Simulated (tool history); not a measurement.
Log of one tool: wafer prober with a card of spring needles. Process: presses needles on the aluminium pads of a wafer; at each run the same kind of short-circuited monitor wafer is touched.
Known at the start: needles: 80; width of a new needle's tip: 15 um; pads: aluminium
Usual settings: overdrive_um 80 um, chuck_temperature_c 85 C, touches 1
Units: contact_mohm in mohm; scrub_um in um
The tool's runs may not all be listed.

run   hour  overdrive_um  chuck_temperature_c  touches  contact_mohm  scrub_um
  1      0            80                   85        1           189    13.712
  2   15.3            80                   85        1           191    13.717
  3     32            80                   85        1           196     13.71
  4   41.7            80                   85        1           193    13.711
  5   57.2            95                   85        1           191    16.287
  6   66.3            80                   85        2           193    13.717
  7   73.2            80                   85        2           194    13.714
  8   83.9            80                   41        1           185    13.715
  9   93.7            80                   41        1           187    13.714
 10  106.3            80                   51        1           187    13.708
 11  115.4            80                   85        1           196    13.716
 12  126.8            80                   85        1           193    13.712
 13  141.6            80                   85        1           192    13.708
 14  154.8            80                   85        1           192    13.712
 15  162.3            80                   85        2           195    13.715
 16  178.4            80                   85        1           194    13.713
 17  185.2            80                   85        1           191     13.71
 18  199.5            80                   85        1           192    13.716
 19  206.8            80                   85        1           191    13.713
 20  219.7            88                   85        2           193    15.086
 21    232            88                   85        2           188    15.085
 22  246.3            80                   85        3           195    13.711
 23    263            83                   82        1           189    14.223
 24  273.2            80                   29        2           179    13.715
 25  286.5            80                   29        2           182    13.712
 26  302.2            74                   29        1           182    12.687
 27  313.1            84                   82        2           193    14.395
 28    325            80                   82        1           191     13.71
 29  337.8            80                   82        1           194    13.712
 30  344.9            88                  114        2           198    15.084
 31  357.1            88                  114        2           198    15.084
 32  370.4            88                  114        2           198     15.08
 33  383.3            69                   69        1           194    11.827
 34  397.1            87                   35        1           184    14.912

Not shown: 34 entries that the log had between the listed runs. Between which runs, and how does the tool's hidden state differ before and after?
Between runs 1 and 2: tips cleaned on abrasive film (hour 7.7)
  debris on the tips, nm: 0.6 -> 0.7
Between runs 2 and 3: tips cleaned on abrasive film (hour 21.3)
  debris on the tips, nm: 0.7 -> 0.9
Between runs 3 and 4: tips cleaned on abrasive film (hour 35)
  debris on the tips, nm: 0.9 -> 0.6
Between runs 4 and 5: tips cleaned on abrasive film (hour 48.4)
  debris on the tips, nm: 0.6 -> 0.8
Between runs 5 and 6: tips cleaned on abrasive film (hour 61); height of the first contact set anew (hour 66.3)
  debris on the tips, nm: 0.8 -> 0.6
Between runs 7 and 8: tips cleaned on abrasive film (hour 74.3)
  debris on the tips, nm: 0.9 -> 0.8
Between runs 8 and 9: tips cleaned on abrasive film (hour 87.1)
  debris on the tips, nm: 0.8 -> 0.6
Between runs 9 and 10: tips cleaned on abrasive film (hour 100.7)
  no hidden state differs between the two runs
Between runs 10 and 11: tips cleaned on abrasive film (hour 113.2)
  debris on the tips, nm: 0.6 -> 0.3
Between runs 11 and 12: tips cleaned on abrasive film (hour 126.8)
  debris on the tips, nm: 0.3 -> 0.1
Between runs 12 and 13: tips cleaned on abrasive film (hour 139.6)
  debris on the tips, nm: 0.1 -> 0.3
Between runs 13 and 14: tips cleaned on abrasive film (hour 152.1)
  debris on the tips, nm: 0.3 -> 0.4
Between runs 15 and 16: tips cleaned on abrasive film (hour 165.3); height of the first contact set anew (hour 175); tips cleaned on abrasive film (hour 178.4)
  debris on the tips, nm: 0.8 -> 0.1
Between runs 17 and 18: tips cleaned on abrasive film (hour 191.6)
  debris on the tips, nm: 0.6 -> 0.7; tips' diameter, um: 15 -> 15.01
Between runs 18 and 19: tips cleaned on abrasive film (hour 204.7)
  debris on the tips, nm: 0.7 -> 0.3
Between runs 19 and 20: tips cleaned on abrasive film (hour 218.4)
  debris on the tips, nm: 0.3 -> 0.2
Between runs 20 and 21: tips cleaned on abrasive film (hour 231)
  no hidden state differs between the two runs
Between runs 21 and 22: tips cleaned on abrasive film (hour 243.6)
  debris on the tips, nm: 0.2 -> 0.4
Between runs 22 and 23: tips cleaned on abrasive film (hour 256.3)
  debris on the tips, nm: 0.4 -> 0.7
Between runs 23 and 24: tips cleaned on abrasive film (hour 269.6)
  debris on the tips, nm: 0.7 -> 0.5
Between runs 24 and 25: tips cleaned on abrasive film (hour 282.7); height of the first contact set anew (hour 284.4)
  debris on the tips, nm: 0.5 -> 0.4
Between runs 25 and 26: tips cleaned on abrasive film (hour 296.1)
  debris on the tips, nm: 0.4 -> 0.6
Between runs 26 and 27: tips cleaned on abrasive film (hour 309.2)
  debris on the tips, nm: 0.6 -> 0.5
Between runs 27 and 28: tips cleaned on abrasive film (hour 322)
  debris on the tips, nm: 0.5 -> 0.4
Between runs 28 and 29: tips cleaned on abrasive film (hour 334.7)
  no hidden state differs between the two runs
Between runs 30 and 31: tips cleaned on abrasive film (hour 347.7)
  no hidden state differs between the two runs
Between runs 31 and 32: tips cleaned on abrasive film (hour 360.5)
  no hidden state differs between the two runs
Between runs 32 and 33: tips cleaned on abrasive film (hour 373.1)
  no hidden state differs between the two runs
Between runs 33 and 34: tips cleaned on abrasive film (hour 386.5); height of the first contact set anew (hour 392.6)
  no hidden state differs between the two runs

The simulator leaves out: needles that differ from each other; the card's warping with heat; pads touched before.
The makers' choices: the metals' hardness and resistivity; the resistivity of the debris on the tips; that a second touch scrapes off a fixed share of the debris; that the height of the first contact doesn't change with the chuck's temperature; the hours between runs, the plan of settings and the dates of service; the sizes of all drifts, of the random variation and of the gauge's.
